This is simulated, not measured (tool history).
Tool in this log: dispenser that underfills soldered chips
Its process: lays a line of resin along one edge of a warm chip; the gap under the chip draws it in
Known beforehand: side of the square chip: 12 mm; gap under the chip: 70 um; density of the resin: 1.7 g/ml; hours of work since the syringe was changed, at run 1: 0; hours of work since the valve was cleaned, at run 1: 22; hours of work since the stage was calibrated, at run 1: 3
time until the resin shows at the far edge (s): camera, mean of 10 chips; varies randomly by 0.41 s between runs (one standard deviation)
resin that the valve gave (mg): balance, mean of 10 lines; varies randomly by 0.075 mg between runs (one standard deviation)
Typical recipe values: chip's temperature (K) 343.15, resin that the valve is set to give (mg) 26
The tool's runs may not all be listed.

run	hour	chip's temperature (K)	resin that the valve is set to give (mg)	hours of work since the syringe was changed	hours of work since the valve was cleaned	hours of work since the stage was calibrated	time until the resin shows at the far edge (s)	resin that the valve gave (mg)
1	0	343.15	26	0	22	3	28.4	25.4
2	5.1	343.15	26	3	25	6	31.5	25.46
3	9.6	343.15	26	6	28	9	35.3	25.25
4	14.2	329.15	26	9	30	12	62.2	25.26
# hour 16.9: new syringe of resin
5	17.8	329.15	26	1	32	14	44.8	25.16
6	21.1	343.15	26	3	34	16	31.6	25
7	26.3	343.15	26	6	37	19	34.9	24.89
8	29.1	343.15	26	7	39	20	38.1	24.95
# hour 33.6: new syringe of resin
9	34	343.15	26	0	42	23	28.7	24.83
10	39.6	343.15	26	4	45	27	32.9	24.86
# hour 42.9: dispensing valve cleaned and set on the balance
11	44.6	332.15	26	6	1	29	50.3	26.14
12	47.8	332.15	26	8	3	31	53.8	25.93
# hour 51.3: new syringe of resin
13	51.6	343.15	26.7	0	5	33	28.9	26.63
14	55.6	343.15	26.7	3	7	36	30.5	26.61
15	59.3	343.15	26	5	10	38	34.6	25.72
16	64.2	343.15	26	8	13	41	37.8	25.75
# hour 67.9: new syringe of resin
17	68.6	343.15	26	0	15	43	29	25.59
18	71.3	352.15	26	2	17	45	23.4	25.65
19	74.2	352.15	26	4	19	47	24.4	25.65
20	78.3	355.15	24.1	6	21	49	25.5	23.79
21	82	333.15	26	9	23	51	52.5	25.44
# hour 84.9: new syringe of resin
22	87.9	343.15	28.5	2	27	55	30.5	27.77
23	91.4	343.15	28.5	4	29	57	32.5	27.68
24	93.8	350.15	28.6	5	30	58	28.7	27.86
25	96.5	350.15	24.3	7	32	60	30.6	23.62
# hour 101.6: new syringe of resin
26	101.9	350.15	24.3	0	35	63	24.2	23.66
27	104.8	344.15	28.1	2	37	65	30.6	27.23
28	109.8	344.15	28.1	5	40	68	34.1	27.18
29	112.7	344.15	28.1	7	42	70	35.9	26.95
# hour 118.5: new syringe of resin
30	118.8	344.15	28.1	0	45	73	27.8	27
# hour 122.4: dispensing valve cleaned and set on the balance
31	124	344.15	30.3	3	1	76	30.8	30.15
32	129.5	329.15	28.9	6	4	79	55.8	28.78
33	133.4	334.15	23.5	8	7	81	54.2	23.3
# hour 136.3: new syringe of resin
34	136.6	335.15	25.7	0	8	83	38.1	25.44
35	139.1	354.15	23.1	2	10	85	22.5	22.81
36	141.6	330.15	26	3	11	86	49.4	25.83

Below, some changes in time until the resin shows at the far edge (s) between adjacent runs. For each, the amount present without the hidden state too (settings, incoming material, random variation) and the amount remaining for the hidden state with gauge scatter not shared by both compared results:
Unlogged tool condition in this case: resin's viscosity, % of fresh resin's; dose that the valve gives, % of what is set; true chip temperature over the reading, C; drift of the gauge itself on fill_s, %; drift of the gauge itself on given_mg, %.
Run 3 -> 4: chip's temperature (K) 343.15 -> 329.15. time until the resin shows at the far edge (s) +26.9: hidden state +10.3, all else +16.6.
Run 4 -> 5: new syringe of resin. time until the resin shows at the far edge (s) -17.4: hidden state -16.2, all else -1.2.
Run 12 -> 13: chip's temperature (K) 332.15 -> 343.15, resin that the valve is set to give (mg) 26 -> 26.7, new syringe of resin. time until the resin shows at the far edge (s) -24.9: hidden state -13.9, all else -11.
Run 20 -> 21: chip's temperature (K) 355.15 -> 333.15, resin that the valve is set to give (mg) 24.1 -> 26. time until the resin shows at the far edge (s) +27: hidden state +9.2, all else +17.8.
Run 33 -> 34: chip's temperature (K) 334.15 -> 335.15, resin that the valve is set to give (mg) 23.5 -> 25.7, new syringe of resin. time until the resin shows at the far edge (s) -16.1: hidden state -14.4, all else -1.7.
Run 35 -> 36: chip's temperature (K) 354.15 -> 330.15, resin that the valve is set to give (mg) 23.1 -> 26. time until the resin shows at the far edge (s) +26.9: hidden state +4.9, all else +22.

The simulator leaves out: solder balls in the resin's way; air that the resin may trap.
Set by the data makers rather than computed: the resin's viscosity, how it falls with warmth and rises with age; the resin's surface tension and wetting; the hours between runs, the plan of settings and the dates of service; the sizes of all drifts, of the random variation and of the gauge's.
